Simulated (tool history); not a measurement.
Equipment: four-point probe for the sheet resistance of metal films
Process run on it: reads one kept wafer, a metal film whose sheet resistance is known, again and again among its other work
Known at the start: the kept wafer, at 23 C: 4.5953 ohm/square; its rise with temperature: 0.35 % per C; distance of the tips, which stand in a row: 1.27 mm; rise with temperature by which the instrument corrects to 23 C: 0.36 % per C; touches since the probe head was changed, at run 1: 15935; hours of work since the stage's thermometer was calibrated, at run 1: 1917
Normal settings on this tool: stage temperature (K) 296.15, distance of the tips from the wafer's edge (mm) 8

run,day,stage temperature (K),distance of the tips from the wafer's edge (mm),touches since the probe head was changed,hours of work since the stage's thermometer was calibrated,sheet resistance as the instrument gives it (ohm/square)
1,0,296.15,8,15935,1917,4.643667
2,1.304,307.15,8,16764,1935,4.63823
3,2.258,307.15,8,17370,1948,4.63829
4,3.067,307.15,8,17884,1959,4.636687
# day 3.729: stage's thermometer calibrated
5,3.871,296.15,6,18381,2,4.684344
6,4.458,296.15,6,18753,10,4.685057
7,5.317,296.15,6,19299,22,4.686161
8,5.892,296.15,6,19666,30,4.6837
9,6.879,296.15,11,20292,43,4.608953
# day 7.225: stage's thermometer calibrated, once more
10,7.496,296.15,8,20671,4,4.645304
11,8.721,296.15,8,21450,20,4.645393
12,9.642,296.15,8,22034,33,4.64726
13,10.7,296.15,8,22706,47,4.646169
14,11.308,296.15,8,23094,56,4.645111
15,11.95,292.15,8,23500,64,4.645347
16,12.662,296.15,8,23954,74,4.646591
17,13.521,296.15,5,24498,86,4.735569
18,14.121,296.15,4,24881,94,4.81708
19,15.262,295.15,50,25606,110,4.583753
20,16.542,303.15,15,26419,127,4.596364
21,17.704,293.15,8,27158,143,4.644853
22,18.917,305.15,12,27927,160,4.604389
23,19.838,292.15,53,28512,172,4.583725
24,21.162,307.15,7,29354,190,4.656821
25,22.312,307.15,31,30084,206,4.581118
26,23.275,298.15,5,30696,219,4.734153
27,24.408,298.15,5,31415,234,4.73256
28,25.7,292.15,72,32238,252,4.581788
29,26.371,295.15,35,32662,261,4.583209
30,27.496,300.15,7,33378,277,4.656429
31,28.417,300.15,7,33962,289,4.656386
32,29.725,300.15,7,34794,307,4.656341

Subtracting, for every run, the result it would have given without the tool's unlogged condition from the measured result gives the following. The same run-to-run variation enters both numbers; the gauge's scatter may not:
The tool's hidden condition here consists of: inner tips' distance over the nominal, %; tips' flats over new ones', %; wafer's true temperature over the reading, C; drift of the gauge itself on sheet_ohm, %.
run,sheet resistance as the instrument gives it (ohm/square)
1,-0.014789
2,-0.014921
3,-0.015231
4,-0.015432
5,-0.018169
6,-0.018364
7,-0.018643
8,-0.018809
9,-0.018814
10,-0.010466
11,-0.010849
12,-0.011137
13,-0.011452
14,-0.011631
15,-0.01184
16,-0.012063
17,-0.012542
18,-0.012943
19,-0.012726
20,-0.013124
21,-0.013632
22,-0.013864
23,-0.014128
24,-0.014693
25,-0.014823
26,-0.015615
27,-0.01596
28,-0.015885
29,-0.016068
30,-0.016627
31,-0.016901
32,-0.017328

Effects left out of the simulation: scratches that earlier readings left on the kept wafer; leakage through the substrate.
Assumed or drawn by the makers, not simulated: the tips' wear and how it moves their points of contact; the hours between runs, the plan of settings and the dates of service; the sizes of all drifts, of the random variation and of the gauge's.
